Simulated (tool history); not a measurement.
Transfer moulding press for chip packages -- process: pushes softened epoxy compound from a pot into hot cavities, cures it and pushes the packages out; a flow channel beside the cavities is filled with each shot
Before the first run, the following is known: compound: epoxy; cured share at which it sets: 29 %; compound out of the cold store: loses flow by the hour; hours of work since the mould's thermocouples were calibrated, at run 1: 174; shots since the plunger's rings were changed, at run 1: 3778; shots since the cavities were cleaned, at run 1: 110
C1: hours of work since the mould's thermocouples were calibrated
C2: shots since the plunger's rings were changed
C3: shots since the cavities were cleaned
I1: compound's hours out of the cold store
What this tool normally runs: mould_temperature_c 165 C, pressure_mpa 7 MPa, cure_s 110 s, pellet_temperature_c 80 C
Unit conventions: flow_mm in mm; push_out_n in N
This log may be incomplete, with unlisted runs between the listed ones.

Run 1, day 0: usual settings; C1 174; C2 3778; C3 110; I1 36.1. Result: flow_mm 755 mm, push_out_n 369 N.
Run 2, day 0.3: usual settings; C1 179; C2 3854; C3 186; I1 21.6. Result: flow_mm 819 mm, push_out_n 395 N.
At day 0.517: plunger's sealing rings changed.
Run 3, day 0.725: usual settings; C1 184; C2 52; C3 267; I1 32. Result: flow_mm 785 mm, push_out_n 386 N.
Run 4, day 0.946: usual settings; C1 187; C2 108; C3 323; I1 45.2. Result: flow_mm 727 mm, push_out_n 395 N.
Run 5, day 1.221: usual settings but cure_s 124 s; C1 191; C2 177; C3 392; I1 15.3. Result: flow_mm 850 mm, push_out_n 373 N.
Run 6, day 1.521: usual settings but cure_s 124 s; C1 196; C2 253; C3 468; I1 27.4. Result: flow_mm 800 mm, push_out_n 349 N.
Run 7, day 1.717: usual settings but cure_s 124 s; C1 199; C2 302; C3 517; I1 36.9. Result: flow_mm 752 mm, push_out_n 365 N.
Run 8, day 2.012: usual settings but cure_s 124 s; C1 204; C2 378; C3 593; I1 27.3. Result: flow_mm 798 mm, push_out_n 365 N.
Run 9, day 2.338: usual settings but pressure_mpa 6.27 MPa, cure_s 124 s; C1 209; C2 459; C3 674; I1 33.2. Result: flow_mm 722 mm, push_out_n 360 N.
Run 10, day 2.621: usual settings but pressure_mpa 6.27 MPa, cure_s 124 s; C1 213; C2 531; C3 746; I1 42.1. Result: flow_mm 701 mm, push_out_n 350 N.
Run 11, day 2.825: usual settings; C1 216; C2 583; C3 798; I1 27.4. Result: flow_mm 793 mm, push_out_n 386 N.
Run 12, day 3.158: usual settings; C1 221; C2 667; C3 882; I1 45.1. Result: flow_mm 723 mm, push_out_n 392 N.
Run 13, day 3.367: usual settings but pressure_mpa 7.13 MPa; C1 225; C2 720; C3 935; I1 42.7. Result: flow_mm 740 mm, push_out_n 385 N.
Run 14, day 3.708: usual settings; C1 230; C2 806; C3 1021; I1 28.8. Result: flow_mm 798 mm, push_out_n 401 N.
Run 15, day 3.971: usual settings; C1 234; C2 872; C3 1087; I1 31. Result: flow_mm 771 mm, push_out_n 401 N.
At day 4.062: cavities cleaned with cleaning compound and waxed.
Run 16, day 4.217: usual settings but pressure_mpa 8.51 MPa, cure_s 100 s, pellet_temperature_c 71 C; C1 237; C2 918; C3 38; I1 25.3. Result: flow_mm 887 mm, push_out_n 429 N.
Run 17, day 4.525: usual settings but pressure_mpa 8.51 MPa, cure_s 100 s, pellet_temperature_c 71 C; C1 242; C2 997; C3 117; I1 38.1. Result: flow_mm 822 mm, push_out_n 412 N.
Run 18, day 4.867: usual settings but pressure_mpa 8.51 MPa, cure_s 100 s, pellet_temperature_c 71 C; C1 247; C2 1083; C3 203; I1 46.6. Result: flow_mm 792 mm, push_out_n 411 N.
Run 19, day 5.204: usual settings but pressure_mpa 8.51 MPa, cure_s 100 s, pellet_temperature_c 71 C; C1 252; C2 1168; C3 288; I1 27.7. Result: flow_mm 887 mm, push_out_n 435 N.
Run 20, day 5.508: usual settings but pressure_mpa 8.51 MPa, cure_s 100 s, pellet_temperature_c 71 C; C1 257; C2 1244; C3 364; I1 25.8. Result: flow_mm 885 mm, push_out_n 441 N.
Run 21, day 5.825: usual settings but pressure_mpa 7.44 MPa, cure_s 130 s; C1 262; C2 1325; C3 445; I1 40. Result: flow_mm 772 mm, push_out_n 348 N.
Run 22, day 6.183: usual settings but pressure_mpa 7.44 MPa, cure_s 130 s; C1 267; C2 1415; C3 535; I1 37. Result: flow_mm 789 mm, push_out_n 347 N.
Run 23, day 6.492: usual settings but mould_temperature_c 173 C, pressure_mpa 6.26 MPa, cure_s 91 s, pellet_temperature_c 87 C; C1 272; C2 1492; C3 612; I1 28. Result: flow_mm 734 mm, push_out_n 363 N.
Run 24, day 6.771: usual settings but mould_temperature_c 173 C, pressure_mpa 6.26 MPa, cure_s 91 s, pellet_temperature_c 87 C; C1 276; C2 1563; C3 683; I1 26.3. Result: flow_mm 753 mm, push_out_n 353 N.
Run 25, day 6.946: usual settings but pressure_mpa 8.39 MPa, pellet_temperature_c 73 C; C1 279; C2 1607; C3 727; I1 27.3. Result: flow_mm 879 mm, push_out_n 393 N.
Run 26, day 7.221: usual settings but pressure_mpa 5.42 MPa, cure_s 134 s, pellet_temperature_c 90 C; C1 283; C2 1677; C3 797; I1 45.6. Result: flow_mm 637 mm, push_out_n 350 N.
Run 27, day 7.412: usual settings but mould_temperature_c 158 C, pressure_mpa 5.86 MPa, cure_s 109 s, pellet_temperature_c 77 C; C1 286; C2 1725; C3 845; I1 10.5. Result: flow_mm 818 mm, push_out_n 638 N.
Run 28, day 7.621: usual settings but mould_temperature_c 158 C, pressure_mpa 5.86 MPa, cure_s 109 s, pellet_temperature_c 77 C; C1 289; C2 1778; C3 898; I1 18. Result: flow_mm 780 mm, push_out_n 602 N.
Run 29, day 7.771: usual settings but mould_temperature_c 158 C, pressure_mpa 5.86 MPa, cure_s 109 s, pellet_temperature_c 77 C; C1 292; C2 1816; C3 936; I1 38.5. Result: flow_mm 703 mm, push_out_n 556 N.

Consider 3 possible next runs. They are alternatives, not a sequence: every one starts from the tool as it was left by run 29. What does each give?
Run A, day 7.996: usual settings but mould_temperature_c 159 C, pressure_mpa 5.86 MPa, cure_s 109 s, pellet_temperature_c 77 C; C1 295; C2 1872; C3 992; I1 44.8. Result: flow_mm ?, push_out_n ?.
Run B, day 7.996: usual settings; C1 295; C2 1872; C3 992; I1 11.5. Result: flow_mm ?, push_out_n ?.
Run C, day 7.996: usual settings but mould_temperature_c 171 C, pellet_temperature_c 88 C; C1 295; C2 1872; C3 992; I1 40. Result: flow_mm ?, push_out_n ?.

run  flow_mm  push_out_n
  A      688         545
  B      870         398
  C      729         344
With the hidden condition removed and each run's random variation left untouched, the same runs would have given:
run  flow_mm  push_out_n
  A      688         539
  B      870         393
  C      729         340
